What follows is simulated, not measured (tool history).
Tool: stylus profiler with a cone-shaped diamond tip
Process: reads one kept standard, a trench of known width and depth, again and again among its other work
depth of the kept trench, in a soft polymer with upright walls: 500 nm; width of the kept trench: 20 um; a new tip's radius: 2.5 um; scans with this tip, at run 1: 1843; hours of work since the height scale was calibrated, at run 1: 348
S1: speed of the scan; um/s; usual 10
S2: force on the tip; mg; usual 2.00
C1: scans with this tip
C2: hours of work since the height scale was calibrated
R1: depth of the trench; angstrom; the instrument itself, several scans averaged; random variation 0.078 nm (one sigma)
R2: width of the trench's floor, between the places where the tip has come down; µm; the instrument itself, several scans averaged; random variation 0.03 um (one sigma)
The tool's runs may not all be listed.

run 1 hour=0.0 | S1=10 S2=2.00 | C1=1843 C2=348 | R1=5067.9 R2=16.67
run 2 hour=8.2 | S1=10 S2=2.00 | C1=1868 C2=352 | R1=5069.6 R2=16.70
run 3 hour=22.5 | S1=10 S2=2.00 | C1=1912 C2=361 | R1=5067.4 R2=16.70
run 4 hour=34.4 | S1=10 S2=2.00 | C1=1949 C2=367 | R1=5068.6 R2=16.74
run 5 hour=45.8 | S1=10 S2=2.00 | C1=1984 C2=374 | R1=5066.3 R2=16.75
run 6 hour=57.6 | S1=10 S2=2.00 | C1=2020 C2=381 | R1=5068.8 R2=16.72
run 7 hour=71.2 | S1=10 S2=2.00 | C1=2062 C2=389 | R1=5066.8 R2=16.65
run 8 hour=84.4 | S1=11 S2=2.00 | C1=2102 C2=396 | R1=5068.4 R2=16.69
run 9 hour=93.1 | S1=11 S2=2.00 | C1=2129 C2=401 | R1=5067.3 R2=16.64
run 10 hour=108.3 | S1=10 S2=2.00 | C1=2176 C2=410 | R1=5069.0 R2=16.65
run 11 hour=125.4 | S1=10 S2=2.00 | C1=2228 C2=420 | R1=5068.1 R2=16.67
run 12 hour=138.1 | S1=10 S2=2.00 | C1=2267 C2=427 | R1=5067.1 R2=16.67
run 13 hour=156.9 | S1=10 S2=2.00 | C1=2325 C2=438 | R1=5066.7 R2=16.65
run 14 hour=168.5 | S1=10 S2=2.00 | C1=2361 C2=445 | R1=5068.1 R2=16.65
run 15 hour=181.7 | S1=38 S2=2.00 | C1=2401 C2=453 | R1=5066.9 R2=16.39
run 16 hour=195.2 | S1=38 S2=2.00 | C1=2443 C2=461 | R1=5066.5 R2=16.45
run 17 hour=203.5 | S1=10 S2=2.00 | C1=2468 C2=465 | R1=5066.4 R2=16.64
run 18 hour=212.5 | S1=2 S2=2.00 | C1=2496 C2=471 | R1=5066.2 R2=16.70
run 19 hour=226.8 | S1=2 S2=2.00 | C1=2540 C2=479 | R1=5067.8 R2=16.71
run 20 hour=243.6 | S1=10 S2=2.00 | C1=2591 C2=489 | R1=5068.0 R2=16.66
run 21 hour=260.4 | S1=3 S2=2.00 | C1=2643 C2=498 | R1=5066.5 R2=16.69
run 22 hour=269.0 | S1=3 S2=2.00 | C1=2669 C2=503 | R1=5065.8 R2=16.67
run 23 hour=283.2 | S1=17 S2=2.00 | C1=2713 C2=511 | R1=5067.0 R2=16.57
run 24 hour=292.2 | S1=5 S2=2.00 | C1=2740 C2=517 | R1=5066.3 R2=16.67
run 25 hour=300.3 | S1=5 S2=2.00 | C1=2765 C2=521 | R1=5066.2 R2=16.66
run 26 hour=312.8 | S1=22 S2=0.67 | C1=2804 C2=529 | R1=5028.2 R2=16.42
run 27 hour=328.0 | S1=4 S2=2.00 | C1=2850 C2=537 | R1=5065.2 R2=16.64
run 28 hour=345.5 | S1=6 S2=0.80 | C1=2904 C2=548 | R1=5032.4 R2=16.62
run 29 hour=358.5 | S1=32 S2=2.03 | C1=2944 C2=555 | R1=5067.2 R2=16.39
run 30 hour=369.4 | S1=21 S2=4.38 | C1=2977 C2=561 | R1=5116.5 R2=16.61
run 31 hour=385.2 | S1=2 S2=1.07 | C1=3026 C2=570 | R1=5041.4 R2=16.63

The next listed run, before its measurement:
run 32 hour=393.4 | S1=21 S2=0.73 | C1=3051 C2=575 | R1=? R2=?

{"run 32": {"R1": 5030.3, "R2": 16.46}}
Without the tool's hidden state the same run would have given R1 5036.8 angstrom, R2 16.79 µm.
